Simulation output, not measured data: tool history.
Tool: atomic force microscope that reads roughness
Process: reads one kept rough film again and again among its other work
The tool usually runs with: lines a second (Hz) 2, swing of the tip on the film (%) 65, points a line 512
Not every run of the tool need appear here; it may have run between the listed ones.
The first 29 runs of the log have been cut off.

run   hour  lines a second (Hz)  swing of the tip on the film (%)  points a line  roughness of the kept film (nm (root mean square))
 30  241.4                 1.81                                67            319                                               3.969
 31  250.3                 1.81                                67            319                                               3.976
 32  255.4                 1.81                                67            319                                               3.959
 33  260.9                    2                                59            268                                               4.044
     261.9  -- new tip fitted
 34  271.6                    2                                59            268                                               4.168
 35  276.8                 1.49                                84            745                                                3.82
     278.5  -- height scale calibrated on a step standard
 36  286.9                 1.46                                64            311                                               4.161
 37  294.6                 1.18                                63            512                                               4.191
 38    301                 1.83                                63            627                                               4.128
 39  308.7                 1.76                                62            477                                               4.158
 40  317.9                 1.04                                86            307                                               3.889
     323.2  -- height scale calibrated on a step standard, once more
 41  328.4                 1.04                                86            307                                               3.948
 42  337.9                 2.72                                78            631                                               3.657
 43  344.6                 0.95                                65            512                                               4.238
 44  350.1                 0.81                                88            721                                               3.995
 45  355.8                  0.7                                67            648                                               4.251
 46  362.3                    2                                65            258                                               4.067
 47    370                    2                                65            258                                               4.062
 48  376.8                 0.84                                65            570                                               4.222
 49  381.2                 0.51                                60            539                                               4.292
 50  389.6                 0.51                                60            539                                                4.29
 51  394.9                 3.99                                60            512                                               3.937
 52  402.3                  1.7                                83            316                                                3.74

Forecast each of these 3 alternatives for the next run:
  A  410.3                 3.18                                78            785                                                   ?
  B  410.3                  0.9                                65            611                                                   ?
  C  410.3                  1.7                                90            390                                                   ?

run  roughness of the kept film (nm (root mean square))
  A                                                3.51
  B                                               4.187
  C                                               3.561
With the hidden condition removed and each run's random variation left untouched, the same runs would have given:
run  roughness of the kept film (nm (root mean square))
  A                                               3.589
  B                                               4.281
  C                                               3.642
